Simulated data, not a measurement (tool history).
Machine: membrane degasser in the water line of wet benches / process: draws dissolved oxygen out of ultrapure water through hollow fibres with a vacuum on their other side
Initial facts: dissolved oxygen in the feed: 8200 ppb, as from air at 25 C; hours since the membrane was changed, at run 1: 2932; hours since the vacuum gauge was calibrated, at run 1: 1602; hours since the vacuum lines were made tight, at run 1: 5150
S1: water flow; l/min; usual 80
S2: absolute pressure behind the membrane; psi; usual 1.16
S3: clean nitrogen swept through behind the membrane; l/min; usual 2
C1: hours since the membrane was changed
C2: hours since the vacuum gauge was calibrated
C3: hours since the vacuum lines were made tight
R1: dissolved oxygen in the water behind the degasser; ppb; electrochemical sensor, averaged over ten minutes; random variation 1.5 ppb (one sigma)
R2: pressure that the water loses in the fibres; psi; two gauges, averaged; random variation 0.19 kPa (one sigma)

run	hour	S1	S2	S3	C1	C2	C3	R1	R2
1	0	80	1.16	2	2932	1602	5150	385	5.504
2	105.9	80	1.16	2	3038	1708	5255	385.4	5.493
3	190	80	1.16	2	3122	1792	5339	383.1	5.51
4	250	80	1.16	2	3182	1852	5399	383	5.501
5	332.3	80	1.16	2	3264	1934	5482	386	5.487
6	378	80	0.885	2	3310	1980	5527	242.4	5.507
7	426.6	80	0.885	2	3358	2029	5576	241.8	5.522
8	537.3	80	1.16	1.4	3469	2139	5687	501.2	5.462
9	587.1	80	1.16	1.4	3519	2189	5737	500.7	5.509
10	697.5	80	1.16	2.8	3629	2300	5847	298	5.506
11	802.7	80	1.16	2	3734	2405	5952	383.8	5.513
12	862	80	1.001	2	3794	2464	6011	304.6	5.562
13	928.7	80	1.001	2	3860	2531	6078	304.8	5.471
14	989.6	80	1.001	2	3921	2592	6139	305.2	5.478
15	1095.7	80	1.001	2	4027	2698	6245	304.2	5.501
16	1185.7	80	1.001	2	4117	2788	6335	306.9	5.536
17	1233.5	71	1.256	5.5	4165	2836	6383	170.6	4.93
18	1339.2	71	1.256	5.5	4271	2941	6489	170.4	4.86
19	1405	84	1.632	5.33	4337	3007	6555	295.8	5.728
20	1460.8	84	1.632	5.33	4392	3063	6610	295.1	5.815
21	1525.4	103	2.418	1.87	4457	3128	6675	1247.6	7.117
22	1614.4	80	1.16	1.95	4546	3217	6764	398.4	5.498
23	1718.9	80	1.16	1.95	4651	3321	6868	397.8	5.571
24	1783.8	80	1.16	3.29	4716	3386	6933	263.5	5.562
25	1870.9	103	1.919	2	4803	3473	7020	925.3	7.105

Forecast run 26:
26	1938	61	1.16	1.45	4870	3540	7087	?	?

Run 26 measured R1 403.3 ppb, R2 4.202 psi.
Without the tool's hidden state the same run would have given R1 389.1 ppb, R2 4.128 psi.

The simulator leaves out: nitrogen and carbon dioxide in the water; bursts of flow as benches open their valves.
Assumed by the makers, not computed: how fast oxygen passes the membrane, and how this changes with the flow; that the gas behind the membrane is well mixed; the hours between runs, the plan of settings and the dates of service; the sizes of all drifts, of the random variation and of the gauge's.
